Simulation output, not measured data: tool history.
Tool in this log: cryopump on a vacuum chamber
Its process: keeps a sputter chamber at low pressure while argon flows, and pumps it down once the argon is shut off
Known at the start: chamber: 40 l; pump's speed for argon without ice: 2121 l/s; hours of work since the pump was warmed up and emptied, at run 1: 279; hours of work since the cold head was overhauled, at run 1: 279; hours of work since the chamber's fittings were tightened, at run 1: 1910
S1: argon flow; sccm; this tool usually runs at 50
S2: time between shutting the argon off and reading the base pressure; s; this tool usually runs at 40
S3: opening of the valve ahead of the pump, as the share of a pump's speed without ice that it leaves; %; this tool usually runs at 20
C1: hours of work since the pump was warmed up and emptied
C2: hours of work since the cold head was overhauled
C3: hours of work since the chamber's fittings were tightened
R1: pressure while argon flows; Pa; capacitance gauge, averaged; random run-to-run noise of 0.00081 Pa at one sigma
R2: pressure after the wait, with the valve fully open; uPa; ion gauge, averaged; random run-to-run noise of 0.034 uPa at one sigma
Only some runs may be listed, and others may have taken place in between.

| run | hour | S1 | S2 | S3 | C1 | C2 | C3 | R1 | R2 |
|---|---|---|---|---|---|---|---|---|---|
| 1 | 0.0 | 50 | 40 | 20 | 279 | 279 | 1910 | 0.2047 | 2.65 |
| 2 | 26.9 | 50 | 40 | 20 | 302 | 302 | 1933 | 0.2048 | 2.75 |
| 3 | 58.2 | 50 | 40 | 20 | 329 | 329 | 1960 | 0.2045 | 2.70 |
| 4 | 82.4 | 50 | 40 | 20 | 350 | 350 | 1981 | 0.2042 | 2.74 |
| 5 | 116.2 | 50 | 40 | 20 | 379 | 379 | 2010 | 0.2062 | 2.72 |
|  | 144.3 | leaking fittings of the chamber tightened, without venting |
| 6 | 148.3 | 50 | 40 | 20 | 405 | 405 | 3 | 0.2066 | 1.79 |

Run 7, settings as shown, results not yet in. Your forecast:
| 7 | 164.6 | 21 | 40 | 27 | 419 | 419 | 17 | ? | ? |

{"run 7": {"R1": 0.0646, "R2": 1.83}}
The same run, on a tool lacking any hidden state, would have yielded R1 0.0619 Pa, R2 1.79 uPa.
